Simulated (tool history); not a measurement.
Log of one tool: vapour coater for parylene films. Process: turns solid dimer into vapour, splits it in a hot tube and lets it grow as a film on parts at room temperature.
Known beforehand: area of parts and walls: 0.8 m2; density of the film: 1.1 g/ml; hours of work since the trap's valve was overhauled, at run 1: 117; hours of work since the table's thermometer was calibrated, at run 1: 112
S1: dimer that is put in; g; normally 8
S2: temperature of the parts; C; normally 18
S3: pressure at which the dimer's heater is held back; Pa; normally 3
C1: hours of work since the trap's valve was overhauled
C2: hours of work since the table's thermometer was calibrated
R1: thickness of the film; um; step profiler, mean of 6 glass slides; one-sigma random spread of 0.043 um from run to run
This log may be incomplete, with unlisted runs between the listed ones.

run	hour	S1	S2	S3	C1	C2	R1
1	0	8	18	3	117	112	6.5
2	15.6	8	18	3	129	124	6.48
3	24.6	8	18	3	136	131	6.49
4	39.6	8	18	3	148	143	6.39
5	53.9	8	18	3	159	154	6.39
6	71.6	8	18	3	172	167	6.27
7	80.3	8	18	3	179	174	6.35
8	89.1	8	18	3	186	181	6.28
9	103.1	8	18	3	196	191	6.26
10	119.1	8	18	3	209	204	6.21
11	132.6	4	18	3	219	214	3.13
12	142.1	4	18	3	226	221	3.14
# hour 152.5: trap's valve overhauled
13	165.5	8	18	3	10	236	6.75
14	183.4	8	18	3	24	250	6.81
15	200.8	8	18	3	37	263	6.8
16	218.1	8	18	3	50	277	6.72
17	229.2	8	18	3	59	285	6.77
18	248.7	8	18	3	74	300	6.63
19	259	8	18	2.45	82	308	6.86
20	267.9	8	18	2.45	88	315	6.88
21	288.4	8	18	2.45	104	330	6.92
22	304.2	8	18	2.45	116	343	6.71
23	313.1	8	18	8.15	123	349	5.47
24	329.5	8	24	8.15	136	362	4.24
25	337.9	4	17	4.79	142	368	3.1
26	349.3	13	18	8.12	151	377	8.8

Predict the results of run 27:
27	359.1	6	26	5.9	158	385	?

R1: 3.08 um
Were there no unlogged condition in the tool, this run, its random variation unchanged, would have produced R1 3.29 um.
